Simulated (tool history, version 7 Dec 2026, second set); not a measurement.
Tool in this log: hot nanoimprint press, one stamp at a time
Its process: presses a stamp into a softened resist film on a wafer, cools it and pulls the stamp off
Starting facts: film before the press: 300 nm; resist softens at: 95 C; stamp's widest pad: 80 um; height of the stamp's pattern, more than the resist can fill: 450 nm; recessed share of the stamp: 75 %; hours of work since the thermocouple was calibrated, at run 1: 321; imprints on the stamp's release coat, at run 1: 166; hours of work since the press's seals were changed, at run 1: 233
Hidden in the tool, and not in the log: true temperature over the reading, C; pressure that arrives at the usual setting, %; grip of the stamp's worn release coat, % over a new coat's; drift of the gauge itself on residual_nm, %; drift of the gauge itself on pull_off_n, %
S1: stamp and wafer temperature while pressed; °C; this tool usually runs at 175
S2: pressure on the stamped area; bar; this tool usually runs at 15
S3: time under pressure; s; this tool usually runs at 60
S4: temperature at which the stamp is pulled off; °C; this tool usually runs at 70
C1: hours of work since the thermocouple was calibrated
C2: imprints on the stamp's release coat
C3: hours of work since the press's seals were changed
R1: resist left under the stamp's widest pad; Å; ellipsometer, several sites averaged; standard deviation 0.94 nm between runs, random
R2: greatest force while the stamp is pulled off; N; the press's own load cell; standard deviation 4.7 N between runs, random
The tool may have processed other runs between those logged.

run 1 hour=0 | S1=175 S2=15 S3=60 S4=70 | C1=321 C2=166 C3=233 | R1=1387 R2=249
run 2 hour=16.2 | S1=175 S2=15 S3=60 S4=70 | C1=329 C2=203 C3=242 | R1=1391 R2=251
run 3 hour=37.6 | S1=175 S2=15 S3=60 S4=70 | C1=341 C2=252 C3=254 | R1=1399 R2=262
run 4 hour=55.8 | S1=175 S2=15 S3=60 S4=70 | C1=351 C2=294 C3=264 | R1=1411 R2=258
run 5 hour=65.7 | S1=175 S2=15 S3=60 S4=70 | C1=357 C2=316 C3=269 | R1=1405 R2=271
run 6 hour=81.7 | S1=175 S2=15 S3=60 S4=70 | C1=365 C2=353 C3=278 | R1=1406 R2=267
run 7 hour=95.2 | S1=175 S2=15 S3=60 S4=70 | C1=373 C2=384 C3=285 | R1=1396 R2=265
-- hour=99.5 plate thermocouple calibrated
run 8 hour=119.2 | S1=175 S2=15 S3=60 S4=70 | C1=11 C2=431 C3=297 | R1=1406 R2=289
run 9 hour=140.6 | S1=174 S2=15 S3=45 S4=62 | C1=23 C2=480 C3=309 | R1=1642 R2=337
run 10 hour=156.3 | S1=175 S2=15 S3=36 S4=70 | C1=31 C2=516 C3=317 | R1=1718 R2=292
run 11 hour=172.4 | S1=175 S2=15 S3=36 S4=70 | C1=40 C2=553 C3=326 | R1=1717 R2=288
run 12 hour=184.2 | S1=167 S2=13.8 S3=34 S4=58 | C1=46 C2=580 C3=332 | R1=2216 R2=383
-- hour=194.3 plate thermocouple calibrated, once more
run 13 hour=204.5 | S1=171 S2=15 S3=60 S4=76 | C1=6 C2=619 C3=342 | R1=1523 R2=227
run 14 hour=221.8 | S1=174 S2=19.1 S3=119 S4=76 | C1=15 C2=659 C3=351 | R1=938 R2=226
run 15 hour=238.4 | S1=164 S2=16 S3=38 S4=64 | C1=24 C2=697 C3=361 | R1=2086 R2=329
run 16 hour=253.7 | S1=164 S2=16 S3=38 S4=64 | C1=33 C2=732 C3=369 | R1=2064 R2=343

Take each entry between the runs: how does the hidden state at the last listed run before it differ from the hidden state at the first listed run after it?
After run 7, before run 8: plate thermocouple calibrated (hour 99.5)
  true temperature over the reading, C: -1.59 -> -1.92; pressure that arrives at the usual setting, %: 98.28 -> 98.21; grip of the stamp's worn release coat, % over a new coat's: 13.2 -> 14.8
  measured minus no-state result, R1: +84 -> +101 Å; R2: +41 -> +50 N
After run 12, before run 13: plate thermocouple calibrated, once more (hour 194.3)
  true temperature over the reading, C: -2.09 -> 0.29; pressure that arrives at the usual setting, %: 97.98 -> 97.92; grip of the stamp's worn release coat, % over a new coat's: 20.2 -> 21.6
  measured minus no-state result, R1: +121 -> -1 Å; R2: +78 -> +39 N

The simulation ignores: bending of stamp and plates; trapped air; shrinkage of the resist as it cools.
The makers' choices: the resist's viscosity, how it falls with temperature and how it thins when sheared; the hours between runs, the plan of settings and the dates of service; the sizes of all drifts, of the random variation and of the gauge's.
